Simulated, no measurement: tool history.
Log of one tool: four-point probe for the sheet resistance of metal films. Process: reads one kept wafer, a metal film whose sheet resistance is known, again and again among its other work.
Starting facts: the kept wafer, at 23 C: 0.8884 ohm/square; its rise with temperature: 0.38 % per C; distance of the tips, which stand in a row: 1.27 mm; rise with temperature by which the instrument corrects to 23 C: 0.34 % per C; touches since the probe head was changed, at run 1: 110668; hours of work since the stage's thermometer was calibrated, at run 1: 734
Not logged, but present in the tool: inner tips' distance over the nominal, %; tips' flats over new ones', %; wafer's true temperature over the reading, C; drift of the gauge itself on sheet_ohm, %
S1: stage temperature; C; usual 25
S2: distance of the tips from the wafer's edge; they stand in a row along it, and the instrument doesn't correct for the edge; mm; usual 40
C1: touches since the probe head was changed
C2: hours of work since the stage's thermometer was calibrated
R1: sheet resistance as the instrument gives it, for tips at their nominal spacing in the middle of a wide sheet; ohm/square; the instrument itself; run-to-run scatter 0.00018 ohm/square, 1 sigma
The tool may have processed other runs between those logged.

| run | hour | S1 | S2 | C1 | C2 | R1 |
|---|---|---|---|---|---|---|
| 1 | 0 | 25 | 40 | 110668 | 734 | 0.880804 |
| 2 | 79.7 | 25 | 5 | 114392 | 786 | 0.909748 |
| 3 | 195.5 | 25 | 5 | 119797 | 860 | 0.909279 |
|  | 317.2 | new probe head fitted |
| 4 | 320.3 | 25 | 5 | 144 | 940 | 0.918416 |
| 5 | 394.6 | 25 | 5 | 3611 | 988 | 0.918513 |
| 6 | 517.2 | 25 | 58 | 9339 | 1067 | 0.888324 |
| 7 | 634 | 25 | 58 | 14792 | 1142 | 0.887873 |
| 8 | 711.9 | 25 | 58 | 18432 | 1193 | 0.887841 |
|  | 722 | stage's thermometer calibrated |
| 9 | 788.3 | 25 | 58 | 21976 | 43 | 0.888073 |
| 10 | 847 | 25 | 58 | 24715 | 81 | 0.88782 |
|  | 936.9 | stage's thermometer calibrated, once more |
| 11 | 963.3 | 25 | 58 | 30122 | 17 | 0.8865 |
| 12 | 1081.4 | 25 | 40 | 35641 | 93 | 0.886283 |
| 13 | 1165.8 | 25 | 40 | 39583 | 148 | 0.886157 |
| 14 | 1251.1 | 25 | 40 | 43567 | 203 | 0.885878 |
| 15 | 1336.4 | 23 | 20 | 47550 | 257 | 0.886291 |
| 16 | 1432 | 23 | 20 | 52012 | 319 | 0.885957 |
| 17 | 1521.5 | 25 | 7 | 56190 | 377 | 0.900012 |
| 18 | 1579.8 | 23 | 27 | 58914 | 414 | 0.885083 |
| 19 | 1687.6 | 23 | 27 | 63950 | 484 | 0.884348 |
| 20 | 1751 | 23 | 27 | 66911 | 525 | 0.884478 |
| 21 | 1811.8 | 32 | 40 | 69751 | 564 | 0.88729 |
| 22 | 1901 | 21 | 19 | 73915 | 621 | 0.883845 |
| 23 | 2007.4 | 32 | 75 | 78887 | 690 | 0.886072 |
| 24 | 2112.6 | 20 | 70 | 83799 | 758 | 0.880951 |
| 25 | 2232.7 | 23 | 19 | 89407 | 835 | 0.884058 |
| 26 | 2341.4 | 24 | 5 | 94481 | 905 | 0.911745 |
| 27 | 2456.8 | 24 | 5 | 99872 | 980 | 0.911322 |

Take each entry between the runs: how does the hidden state at the last listed run before it differ from the hidden state at the first listed run after it?
In the gap between runs 3 and 4: new probe head fitted (hour 317.2)
  inner tips' distance over the nominal, %: -1.009 -> -0.105; tips' flats over new ones', %: 54 -> 0; wafer's true temperature over the reading, C: 0.1 -> 0.12
  the result without the hidden state subtracted from the measured one, R1: -0.009626 -> -0.000633 ohm/square
In the gap between runs 8 and 9: stage's thermometer calibrated (hour 722)
  inner tips' distance over the nominal, %: -0.224 -> -0.247; tips' flats over new ones', %: 8 -> 9; wafer's true temperature over the reading, C: 0.15 -> 0.22
  the result without the hidden state subtracted from the measured one, R1: -0.001651 -> -0.001626 ohm/square
In the gap between runs 10 and 11: stage's thermometer calibrated, once more (hour 936.9)
  inner tips' distance over the nominal, %: -0.266 -> -0.3; tips' flats over new ones', %: 11 -> 13; wafer's true temperature over the reading, C: 0.23 -> -0.04
  the result without the hidden state subtracted from the measured one, R1: -0.00179 -> -0.003038 ohm/square
